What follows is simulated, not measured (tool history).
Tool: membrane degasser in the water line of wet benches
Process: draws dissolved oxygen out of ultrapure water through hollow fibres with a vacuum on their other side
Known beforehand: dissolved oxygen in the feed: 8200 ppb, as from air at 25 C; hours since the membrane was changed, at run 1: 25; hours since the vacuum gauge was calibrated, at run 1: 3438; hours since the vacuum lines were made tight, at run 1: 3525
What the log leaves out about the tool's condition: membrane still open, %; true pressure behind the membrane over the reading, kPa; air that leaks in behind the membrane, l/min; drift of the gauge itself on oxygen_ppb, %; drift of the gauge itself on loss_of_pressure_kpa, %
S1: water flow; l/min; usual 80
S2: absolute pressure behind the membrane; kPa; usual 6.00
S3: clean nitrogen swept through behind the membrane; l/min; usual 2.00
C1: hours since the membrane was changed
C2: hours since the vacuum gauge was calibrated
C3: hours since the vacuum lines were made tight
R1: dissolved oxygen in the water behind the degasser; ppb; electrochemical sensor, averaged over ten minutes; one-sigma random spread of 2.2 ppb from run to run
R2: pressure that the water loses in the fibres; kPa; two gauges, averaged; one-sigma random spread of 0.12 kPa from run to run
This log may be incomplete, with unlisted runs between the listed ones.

run     day   S1     S2    S3    C1    C2    C3     R1     R2
  1   0.000   80   6.00  2.00    25  3438  3525  225.0  32.99
  2   3.638   80   6.00  2.00   112  3525  3612  224.9  33.39
  3   7.021   80   5.56  2.00   194  3606  3693  187.2  33.27
  4   8.754   50   6.00  2.00   235  3648  3735  151.1  20.74
  5  12.529   62   6.00  2.00   326  3739  3826  179.6  25.93
  6  16.117   80   6.00  1.77   412  3825  3912  243.8  33.46
  7  19.821   80   6.00  1.77   501  3914  4001  246.2  33.55
  8  22.900   80   6.00  1.77   575  3987  4075  243.4  33.56
  9  24.592  105   6.00  1.77   615  4028  4115  300.2  44.11
 10  27.496  105   6.00  1.77   685  4098  4185  293.9  44.08
 11  29.379   80   6.00  2.00   730  4143  4230  222.3  33.49
 12  32.879  109   5.67  2.00   814  4227  4314  252.9  45.87
 13  36.675   80   6.00  2.58   905  4318  4405  183.1  33.72
 14  39.221   83   6.00  2.58   966  4379  4466  187.0  35.14
 15  42.096   79   4.96  0.85  1035  4448  4535  250.7  33.20
 16  44.383   80   3.79  3.12  1090  4503  4590   34.6  33.72
 17  46.071  113   5.49  0.90  1131  4544  4631  398.9  47.58
 18  49.458  113   4.29  2.00  1212  4625  4712  121.6  47.64
 19  53.329   63  12.37  1.46  1305  4718  4805  725.1  26.56
 20  56.462   83   5.87  1.25  1380  4793  4880  306.5  35.15
 21  58.200   71   6.00  5.00  1422  4835  4922   91.4  30.07

4 options for the next run, each taken on its own from the tool as it stands now. Forecast them:
  A  60.867   71  6.00  0.82  1486  4899  4986   ?   ?
  B  60.867   92  3.61  2.00  1486  4899  4986   ?   ?
  C  60.867  121  7.02  2.00  1486  4899  4986   ?   ?
  D  60.867   60  6.64  1.67  1486  4899  4986   ?   ?

run     R1     R2
  A  391.5  29.90
  B   40.9  39.12
  C  407.4  51.30
  D  243.9  25.33
What these runs would have given with no unlogged condition in the tool:
run     R1     R2
  A  391.4  29.38
  B   40.8  38.43
  C  407.2  50.40
  D  243.8  24.88
